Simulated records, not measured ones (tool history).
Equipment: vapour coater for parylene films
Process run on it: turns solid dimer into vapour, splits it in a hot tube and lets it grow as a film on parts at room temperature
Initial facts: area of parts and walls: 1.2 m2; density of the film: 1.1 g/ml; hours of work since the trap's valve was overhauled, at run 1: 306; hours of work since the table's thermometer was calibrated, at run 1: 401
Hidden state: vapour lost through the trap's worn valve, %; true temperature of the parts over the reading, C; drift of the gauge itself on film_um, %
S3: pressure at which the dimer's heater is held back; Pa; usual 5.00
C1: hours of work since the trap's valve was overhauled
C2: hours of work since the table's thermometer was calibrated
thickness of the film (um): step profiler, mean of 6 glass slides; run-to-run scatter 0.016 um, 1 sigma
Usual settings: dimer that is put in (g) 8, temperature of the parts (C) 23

Run 1, day 0.000: usual settings; C1 306; C2 401. Result: thickness of the film (um) 3.92.
Run 2, day 0.558: usual settings but S3 3.25 Pa; C1 316; C2 411. Result: thickness of the film (um) 4.29.
Run 3, day 1.575: usual settings; C1 335; C2 429. Result: thickness of the film (um) 3.91.
Run 4, day 2.571: usual settings; C1 353; C2 447. Result: thickness of the film (um) 3.89.
Run 5, day 3.196: usual settings; C1 364; C2 458. Result: thickness of the film (um) 3.89.
Run 6, day 3.971: usual settings; C1 378; C2 472. Result: thickness of the film (um) 3.92.
Run 7, day 5.133: usual settings; C1 398; C2 493. Result: thickness of the film (um) 3.91.
Run 8, day 5.867: usual settings; C1 412; C2 506. Result: thickness of the film (um) 3.89.
Run 9, day 6.767: usual settings; C1 428; C2 522. Result: thickness of the film (um) 3.90.
Run 10, day 7.362: usual settings; C1 438; C2 533. Result: thickness of the film (um) 3.89.
Run 11, day 8.096: usual settings but S3 11.30 Pa; C1 452; C2 546. Result: thickness of the film (um) 3.29.
Run 12, day 8.667: usual settings but S3 11.30 Pa; C1 462; C2 556. Result: thickness of the film (um) 3.28.
At day 9.021: trap's valve overhauled.
Run 13, day 9.767: usual settings; C1 13; C2 573. Result: thickness of the film (um) 3.90.
Run 14, day 10.800: usual settings but S3 11.09 Pa; C1 32; C2 591. Result: thickness of the film (um) 3.28.
Run 15, day 11.504: usual settings but S3 11.14 Pa; C1 44; C2 604. Result: thickness of the film (um) 3.27.
Run 16, day 12.692: usual settings but S3 11.14 Pa; C1 66; C2 625. Result: thickness of the film (um) 3.29.
Run 17, day 13.817: usual settings but S3 3.33 Pa; C1 86; C2 645. Result: thickness of the film (um) 4.25.
Run 18, day 14.938: usual settings but S3 3.33 Pa; C1 106; C2 665. Result: thickness of the film (um) 4.24.
Run 19, day 16.092: usual settings but S3 3.33 Pa; C1 127; C2 686. Result: thickness of the film (um) 4.20.
Run 20, day 17.208: usual settings but dimer that is put in (g) 5, S3 3.33 Pa; C1 147; C2 706. Result: thickness of the film (um) 2.65.
Run 21, day 18.475: usual settings but dimer that is put in (g) 5, S3 3.33 Pa; C1 169; C2 729. Result: thickness of the film (um) 2.65.
Run 22, day 19.167: usual settings but dimer that is put in (g) 5, S3 3.33 Pa; C1 182; C2 741. Result: thickness of the film (um) 2.64.
Run 23, day 20.504: usual settings but dimer that is put in (g) 5, S3 3.33 Pa; C1 206; C2 765. Result: thickness of the film (um) 2.64.
Run 24, day 21.475: usual settings but dimer that is put in (g) 5, S3 3.33 Pa; C1 223; C2 783. Result: thickness of the film (um) 2.62.
Run 25, day 22.425: usual settings but dimer that is put in (g) 5, S3 3.33 Pa; C1 240; C2 800. Result: thickness of the film (um) 2.63.
Run 26, day 23.579: usual settings but temperature of the parts (C) 17, S3 5.95 Pa; C1 261; C2 820. Result: thickness of the film (um) 4.56.
Run 27, day 24.229: usual settings but dimer that is put in (g) 5, temperature of the parts (C) 19, S3 4.46 Pa; C1 273; C2 832. Result: thickness of the film (um) 2.82.
Run 28, day 24.850: usual settings but dimer that is put in (g) 9, temperature of the parts (C) 35, S3 11.02 Pa; C1 284; C2 843. Result: thickness of the film (um) 2.46.
Run 29, day 25.933: usual settings but dimer that is put in (g) 9, temperature of the parts (C) 29, S3 11.02 Pa; C1 303; C2 863. Result: thickness of the film (um) 2.99.
Run 30, day 26.738: usual settings; C1 318; C2 877. Result: thickness of the film (um) 3.84.
Run 31, day 27.512: usual settings; C1 331; C2 891. Result: thickness of the film (um) 3.87.
Run 32, day 28.125: usual settings but dimer that is put in (g) 5; C1 342; C2 902. Result: thickness of the film (um) 2.41.
Run 33, day 29.129: usual settings but dimer that is put in (g) 5, temperature of the parts (C) 19, S3 6.21 Pa; C1 360; C2 920. Result: thickness of the film (um) 2.61.
Run 34, day 30.217: usual settings but dimer that is put in (g) 12, temperature of the parts (C) 21, S3 3.17 Pa; C1 380; C2 939. Result: thickness of the film (um) 6.80.
Run 35, day 31.283: usual settings but dimer that is put in (g) 12, temperature of the parts (C) 21, S3 3.17 Pa; C1 399; C2 959. Result: thickness of the film (um) 6.82.
Run 36, day 31.967: usual settings but dimer that is put in (g) 5, temperature of the parts (C) 19, S3 3.29 Pa; C1 411; C2 971. Result: thickness of the film (um) 2.99.
Run 37, day 32.892: usual settings but dimer that is put in (g) 5, temperature of the parts (C) 19, S3 3.29 Pa; C1 428; C2 987. Result: thickness of the film (um) 3.00.
Run 38, day 34.208: usual settings but S3 5.74 Pa; C1 451; C2 1011. Result: thickness of the film (um) 3.71.
At day 35.125: trap's valve overhauled.
Run 39, day 35.233: usual settings but S3 2.43 Pa; C1 2; C2 1026. Result: thickness of the film (um) 4.47.
Run 40, day 36.529: usual settings but S3 7.76 Pa; C1 25; C2 1050. Result: thickness of the film (um) 3.51.
Run 41, day 37.417: usual settings but dimer that is put in (g) 11, temperature of the parts (C) 19, S3 2.31 Pa; C1 41; C2 1065. Result: thickness of the film (um) 7.08.
At day 37.671: gauge calibrated.
Run 42, day 38.625: usual settings but dimer that is put in (g) 11, temperature of the parts (C) 19, S3 2.31 Pa; C1 63; C2 1087. Result: thickness of the film (um) 7.29.
Run 43, day 39.925: usual settings but dimer that is put in (g) 11, S3 8.76 Pa; C1 86; C2 1110. Result: thickness of the film (um) 4.82.

Below, each run's measurement less what the same run would have read without the hidden state. Both values contain the same run-to-run variation, but the gauge's scatter may not be the same in both:
run  thickness of the film (um)
  1                       +0.00
  2                       +0.00
  3                       -0.01
  4                       -0.01
  5                       -0.01
  6                       -0.01
  7                       -0.01
  8                       -0.02
  9                       -0.02
 10                       -0.02
 11                       -0.02
 12                       -0.03
 13                       -0.02
 14                       -0.02
 15                       -0.03
 16                       -0.02
 17                       -0.03
 18                       -0.04
 19                       -0.05
 20                       -0.03
 21                       -0.03
 22                       -0.03
 23                       -0.04
 24                       -0.04
 25                       -0.04
 26                       -0.07
 27                       -0.04
 28                       -0.03
 29                       -0.05
 30                       -0.06
 31                       -0.07
 32                       -0.04
 33                       -0.04
 34                       -0.13
 35                       -0.14
 36                       -0.06
 37                       -0.06
 38                       -0.08
 39                       -0.10
 40                       -0.07
 41                       -0.16
 42                       +0.00
 43                       +0.00

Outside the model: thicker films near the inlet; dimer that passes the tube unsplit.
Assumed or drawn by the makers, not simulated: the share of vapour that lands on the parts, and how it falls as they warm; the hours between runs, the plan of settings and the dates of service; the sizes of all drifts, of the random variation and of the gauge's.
